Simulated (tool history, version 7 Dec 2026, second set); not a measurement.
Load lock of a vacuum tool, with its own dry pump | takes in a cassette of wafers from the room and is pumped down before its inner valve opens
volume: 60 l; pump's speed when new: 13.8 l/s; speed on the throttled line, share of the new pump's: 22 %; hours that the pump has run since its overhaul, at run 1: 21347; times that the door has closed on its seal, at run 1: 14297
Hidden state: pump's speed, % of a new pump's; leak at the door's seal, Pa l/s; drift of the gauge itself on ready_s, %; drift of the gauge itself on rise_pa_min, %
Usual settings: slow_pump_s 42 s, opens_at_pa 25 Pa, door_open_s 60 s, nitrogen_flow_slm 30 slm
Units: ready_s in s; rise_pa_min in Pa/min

run    hour  slow_pump_s  opens_at_pa  door_open_s  nitrogen_flow_slm  hours that the pump has run since its overhaul  times that the door has closed on its seal  incoming humidity of the room's air, %  ready_s  rise_pa_min
  1       0           42           25           60                 30                                           21347                                       14297                                    47.7     72.1        0.082
  2   245.1           42           25           60                 30                                           21592                                       14673                                    47.1     71.9        0.078
  3   469.8           42           25           60                 30                                           21817                                       15017                                    43.1       72        0.086
  4   668.2           42           25           60                 30                                           22015                                       15321                                    44.8       72        0.084
  5   856.5           42           46           60                 30                                           22204                                       15610                                    43.7     69.7        0.089
  6   979.6           42           25           60                 30                                           22327                                       15799                                    48.7     71.6        0.087
  7  1195.8           42           25           60                 30                                           22543                                       16130                                    44.7       72         0.09
  8  1442.8           42           22           60                 30                                           22790                                       16509                                    43.7     72.7        0.092
  9  1663.6           42           22           60                 30                                           23011                                       16847                                    45.4     71.9        0.089
 10  1906.3           42           25           60                 30                                           23253                                       17219                                    46.6     71.8        0.092
 11  2021.3           42           25           60                 30                                           23369                                       17395                                    44.8       72        0.096
 12  2215.6           42           25           60                 30                                           23563                                       17693                                      41     72.2        0.103
 13  2371.2           42           25           60                 30                                           23718                                       17932                                    42.8     72.3        0.098
 14  2503.3           42           27           60                 30                                           23850                                       18134                                    47.3     72.3        0.102
 15    2738           42           27           90                 30                                           24085                                       18494                                    43.2     71.6        0.105
 16  2882.6           76           25           60                 30                                           24230                                       18716                                    42.2     97.5        0.104
     2985.1  -- dry pump taken out, an overhauled one fitted
 17  3047.6           76           25           60                 30                                              62                                       18959                                    48.1     96.1        0.107
 18  3268.8           42           25           60                 30                                             284                                       19298                                    44.8     69.7        0.114
 19  3410.6           42           25           60                 30                                             426                                       19516                                    43.8     69.2        0.108
 20  3624.1           47           25           42                 30                                             639                                       19843                                    46.1       73         0.11
 21  3765.1           33           25          154                 30                                             780                                       20059                                    45.1     62.6        0.127
 22    3901           33           25          154                 30                                             916                                       20267                                    43.9     62.9        0.124
 23  4128.5           41           25          125                  4                                            1143                                       20616                                      41     68.3        0.163
 24  4306.4           58           26           26                 15                                            1321                                       20889                                      40     81.4        0.112
 25  4436.2           58           26           26                 15                                            1451                                       21088                                    45.9       82        0.116
 26  4562.3           58           26           26                 15                                            1577                                       21281                                    43.2     81.7        0.115
 27    4682           54           25           60                  7                                            1697                                       21464                                    47.9     78.6        0.139
 28  4872.8           54           25           60                  7                                            1888                                       21757                                    43.9     78.5         0.14
 29  5017.4           42           22          195                 30                                            2032                                       21978                                    43.4     70.3        0.141
 30  5161.8           22           45           39                 30                                            2177                                       22200                                      42     51.2        0.125
 31  5388.6           29           34          125                 22                                            2403                                       22547                                    43.4     57.4        0.152
 32    5609           52           43           72                 10                                            2624                                       22885                                      47     74.5        0.145
 33  5804.7           52           43           70                 10                                            2820                                       23185                                    41.8     75.2        0.149
 34  6040.9           52           36           93                 10                                            3056                                       23547                                    45.6     75.1        0.164
 35  6214.2           43           25           83                  7                                            3229                                       23813                                    44.4     70.3        0.167
 36  6323.6           42           34           60                 30                                            3338                                       23980                                      44     68.5        0.139
 37  6529.6           42           34           60                 30                                            3544                                       24296                                    46.9       67         0.14

Some steps in ready_s between neighbouring runs. How much of each would the tool show without its hidden state too (settings, what came in, random variation), and how much is left for the hidden state, with any gauge scatter that isn't in both results?
Run 4 -> 5: opens_at_pa 25 -> 46. ready_s -2.3 s: hidden state -0.3, all else -2.
Run 15 -> 16: slow_pump_s 42 -> 76, opens_at_pa 27 -> 25, door_open_s 90 -> 60. ready_s +25.9 s: hidden state -0.9, all else +26.8.
Run 16 -> 17: dry pump taken out, an overhauled one fitted. ready_s -1.4 s: hidden state -2.3, all else +0.9.
Run 17 -> 18: slow_pump_s 76 -> 42. ready_s -26.4 s: hidden state +0.1, all else -26.5.
Run 29 -> 30: slow_pump_s 42 -> 22, opens_at_pa 22 -> 45, door_open_s 195 -> 39. ready_s -19.1 s: hidden state +0, all else -19.1.
